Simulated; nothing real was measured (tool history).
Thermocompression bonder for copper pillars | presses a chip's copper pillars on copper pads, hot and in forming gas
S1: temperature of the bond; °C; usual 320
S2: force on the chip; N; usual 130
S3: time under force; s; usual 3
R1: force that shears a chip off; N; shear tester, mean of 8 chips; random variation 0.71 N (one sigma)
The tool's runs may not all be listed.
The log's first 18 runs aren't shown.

run	hour	S1	S2	S3	R1
19	344.5	320	130	2	40.3
20	361.3	320	130	2	40.2
21	379.4	306	192	2	41.0
# hour 395.1: force cell calibrated, once more
22	402.3	331	118	3	46.8
23	414.4	319	153	2	41.4
24	436.6	295	130	2	28.3
25	457.0	320	163	2	43.8
26	482.0	344	111	3	48.0
27	497.2	334	130	3	48.7
28	520.1	334	130	3	48.5
# hour 542.7: forming gas filter changed
29	542.7	322	181	6	66.0
30	561.6	297	130	5	42.7
31	583.2	343	155	3	60.9
32	603.2	320	130	2	41.2

Run 33 comes next. What will it give?
33	619.4	330	176	6	?

Run 33 gave R1 66.9 N.
Without the tool's hidden state the same run would have given R1 70.8 N.
